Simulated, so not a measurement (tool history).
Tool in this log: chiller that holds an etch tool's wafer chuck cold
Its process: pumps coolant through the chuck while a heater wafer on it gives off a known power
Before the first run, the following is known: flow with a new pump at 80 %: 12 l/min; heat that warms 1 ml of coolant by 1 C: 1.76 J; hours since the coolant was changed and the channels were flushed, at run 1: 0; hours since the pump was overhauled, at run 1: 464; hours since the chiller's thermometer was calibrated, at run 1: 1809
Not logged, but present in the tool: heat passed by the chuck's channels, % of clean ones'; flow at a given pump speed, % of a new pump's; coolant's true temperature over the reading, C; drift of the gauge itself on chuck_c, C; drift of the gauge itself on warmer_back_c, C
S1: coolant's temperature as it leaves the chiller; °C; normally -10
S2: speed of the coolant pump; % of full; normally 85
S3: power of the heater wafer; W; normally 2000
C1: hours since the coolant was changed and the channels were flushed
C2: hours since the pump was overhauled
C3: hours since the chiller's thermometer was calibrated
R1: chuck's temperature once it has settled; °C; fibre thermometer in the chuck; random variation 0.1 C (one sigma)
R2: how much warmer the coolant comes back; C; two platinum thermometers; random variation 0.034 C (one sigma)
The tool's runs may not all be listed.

| run | hour | S1 | S2 | S3 | C1 | C2 | C3 | R1 | R2 |
|---|---|---|---|---|---|---|---|---|---|
| 1 | 0.0 | -10 | 85 | 2000 | 0 | 464 | 1809 | 10.3 | 5.32 |
| 2 | 193.4 | -10 | 85 | 2000 | 193 | 657 | 2003 | 10.2 | 5.34 |
| 3 | 312.9 | -10 | 85 | 2000 | 313 | 776 | 2122 | 10.2 | 5.39 |
| 4 | 513.2 | -10 | 85 | 2000 | 513 | 977 | 2322 | 10.0 | 5.38 |
| 5 | 639.9 | -10 | 85 | 2000 | 640 | 1104 | 2449 | 10.1 | 5.43 |
| 6 | 810.8 | -10 | 85 | 2000 | 811 | 1274 | 2620 | 10.0 | 5.45 |
| 7 | 934.2 | -1 | 66 | 2000 | 934 | 1398 | 2743 | 23.4 | 6.99 |
| 8 | 1085.4 | -10 | 67 | 1646 | 1085 | 1549 | 2895 | 9.9 | 5.75 |
| 9 | 1229.3 | -10 | 67 | 1646 | 1229 | 1693 | 3038 | 9.8 | 5.78 |
| 10 | 1425.1 | -10 | 67 | 1646 | 1425 | 1889 | 3234 | 10.0 | 5.76 |
| 11 | 1583.6 | -11 | 67 | 2643 | 1584 | 2047 | 3393 | 21.0 | 9.28 |
| 12 | 1715.9 | -5 | 65 | 2643 | 1716 | 2180 | 3525 | 27.7 | 9.49 |

Each row is a separate what-if for the run after 12, all from the same tool condition, not one after another. Results?
| A | 1917.8 | -19 | 62 | 2021 | 1918 | 2381 | 3727 | ? | ? |
| B | 1917.8 | -10 | 62 | 2000 | 1918 | 2381 | 3727 | ? | ? |
| C | 1917.8 | -3 | 61 | 2307 | 1918 | 2381 | 3727 | ? | ? |

| run | R1 | R2 |
|---|---|---|
| A | 7.1 | 7.71 |
| B | 15.6 | 7.64 |
| C | 27.1 | 8.91 |
Without the tool's hidden state the same runs would have given:
| run | R1 | R2 |
|---|---|---|
| A | 7.1 | 7.44 |
| B | 15.6 | 7.38 |
| C | 27.1 | 8.65 |
